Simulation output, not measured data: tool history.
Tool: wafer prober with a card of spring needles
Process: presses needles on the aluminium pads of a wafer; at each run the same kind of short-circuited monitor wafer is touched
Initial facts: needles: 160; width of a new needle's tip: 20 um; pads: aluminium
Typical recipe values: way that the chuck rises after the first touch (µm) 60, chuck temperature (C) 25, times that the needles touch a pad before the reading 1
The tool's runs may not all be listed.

run,day,way that the chuck rises after the first touch (µm),chuck temperature (C),times that the needles touch a pad before the reading,resistance of one needle with its contact and lead (mohm),way that a needle slides on the pad (µm)
1,0,60,25,1,134,9.29
# day 0.608: tips cleaned on abrasive film
# day 1.688: tips cleaned on abrasive film
# day 2.733: tips cleaned on abrasive film
2,2.796,60,66,1,127,9.14
# day 3.654: tips cleaned on abrasive film
# day 4.696: tips cleaned on abrasive film
# day 5.633: tips cleaned on abrasive film
3,5.633,60,66,1,121,9.07
# day 6.5: tips cleaned on abrasive film
# day 7.567: tips cleaned on abrasive film
# day 8.558: tips cleaned on abrasive film
4,8.558,60,120,1,133,9.14
# day 9.625: tips cleaned on abrasive film
# day 10.517: tips cleaned on abrasive film
5,10.517,60,120,1,129,9.05
# day 11.383: tips cleaned on abrasive film
# day 12.425: tips cleaned on abrasive film
6,12.933,60,120,1,159,9.03
# day 13.354: tips cleaned on abrasive film
# day 14.433: tips cleaned on abrasive film
7,15.017,41,25,1,197,5.98
# day 15.375: tips cleaned on abrasive film
# day 16.454: tips cleaned on abrasive film
8,16.725,60,25,1,137,8.92
# day 17.375: tips cleaned on abrasive film
# day 18.417: tips cleaned on abrasive film
9,18.858,60,25,1,147,8.85
# day 19.292: tips cleaned on abrasive film
# day 20.35: tips cleaned on abrasive film
10,21.179,60,25,1,167,8.8
# day 21.396: tips cleaned on abrasive film
# day 22.262: tips cleaned on abrasive film
# day 23.338: tips cleaned on abrasive film
# day 24.392: tips cleaned on abrasive film
11,25.092,60,25,1,161,8.79
# day 25.312: tips cleaned on abrasive film
# day 26.35: tips cleaned on abrasive film
# day 27.396: tips cleaned on abrasive film
12,27.746,60,73,1,151,8.7
# day 28.396: tips cleaned on abrasive film
# day 29.475: tips cleaned on abrasive film
# day 30.358: tips cleaned on abrasive film
13,30.358,60,73,1,129,8.61
# day 31.225: tips cleaned on abrasive film
# day 32.304: tips cleaned on abrasive film
# day 32.746: height of the first contact set anew
# day 33.354: tips cleaned on abrasive film
14,34.046,60,73,1,163,9.24
# day 34.267: tips cleaned on abrasive film
# day 35.296: tips cleaned on abrasive film
# day 36.3: tips cleaned on abrasive film
# day 37.362: tips cleaned on abrasive film
15,37.688,60,73,1,145,9.14
# day 38.338: tips cleaned on abrasive film
# day 39.408: tips cleaned on abrasive film
# day 40.275: tips cleaned on abrasive film
16,40.654,48,25,1,166,7.22
# day 41.304: tips cleaned on abrasive film
# day 42.371: tips cleaned on abrasive film
# day 43.438: tips cleaned on abrasive film
17,44.05,73,87,2,135,10.99
# day 44.483: tips cleaned on abrasive film
# day 45.542: tips cleaned on abrasive film
# day 46.596: tips cleaned on abrasive film
18,46.646,46,25,1,137,6.83
# day 47.512: tips cleaned on abrasive film
# day 48.592: tips cleaned on abrasive film
# day 49.658: tips cleaned on abrasive film
# day 50.675: tips cleaned on abrasive film
19,50.675,53,36,1,124,7.82
# day 51.712: tips cleaned on abrasive film
# day 52.792: tips cleaned on abrasive film
# day 53.842: tips cleaned on abrasive film
# day 54.817: tips cleaned on abrasive film
20,54.817,41,25,3,131,5.89
# day 55.683: tips cleaned on abrasive film
# day 56.742: tips cleaned on abrasive film
# day 57.821: tips cleaned on abrasive film
# day 58.883: tips cleaned on abrasive film
21,58.921,41,97,3,144,5.88
# day 59.783: tips cleaned on abrasive film
# day 60.862: tips cleaned on abrasive film
# day 61.754: tips cleaned on abrasive film
22,61.754,40,52,1,144,5.64
# day 62.8: tips cleaned on abrasive film
# day 63.854: tips cleaned on abrasive film
# day 64.896: tips cleaned on abrasive film
23,65.338,77,52,1,137,11.22
# day 65.562: height of the first contact set anew
# day 65.783: tips cleaned on abrasive film
# day 66.842: tips cleaned on abrasive film
# day 67.804: tips cleaned on abrasive film
24,67.804,77,52,1,116,11.81
# day 68.833: tips cleaned on abrasive film
# day 69.829: tips cleaned on abrasive film
25,69.829,77,52,1,117,11.67
# day 70.692: tips cleaned on abrasive film
# day 71.767: tips cleaned on abrasive film
# day 72.838: tips cleaned on abrasive film
26,73.3,77,52,1,139,11.67
# day 73.733: tips cleaned on abrasive film
# day 74.775: tips cleaned on abrasive film
# day 75.854: tips cleaned on abrasive film
27,76.554,66,25,1,156,9.84
# day 76.775: tips cleaned on abrasive film
# day 77.804: tips cleaned on abrasive film
# day 78.671: tips cleaned on abrasive film
28,78.775,61,49,1,129,9.08

Alternative continuations, all from the tool just after run 28; predict every row:
# day 79.588: tips cleaned on abrasive film
# day 80.45: tips cleaned on abrasive film
A,80.546,61,49,3,?,?
# day 79.588: tips cleaned on abrasive film
# day 80.45: tips cleaned on abrasive film
B,80.546,60,80,1,?,?
# day 79.588: tips cleaned on abrasive film
# day 80.45: tips cleaned on abrasive film
C,80.546,70,107,2,?,?

run,resistance of one needle with its contact and lead (mohm),way that a needle slides on the pad (µm)
A,123,9.01
B,137,8.92
C,128,10.38
The same runs, with their run-to-run variation unchanged, on a tool lacking any hidden condition would have given:
run,resistance of one needle with its contact and lead (mohm),way that a needle slides on the pad (µm)
A,113,9.31
B,119,9.22
C,118,10.67
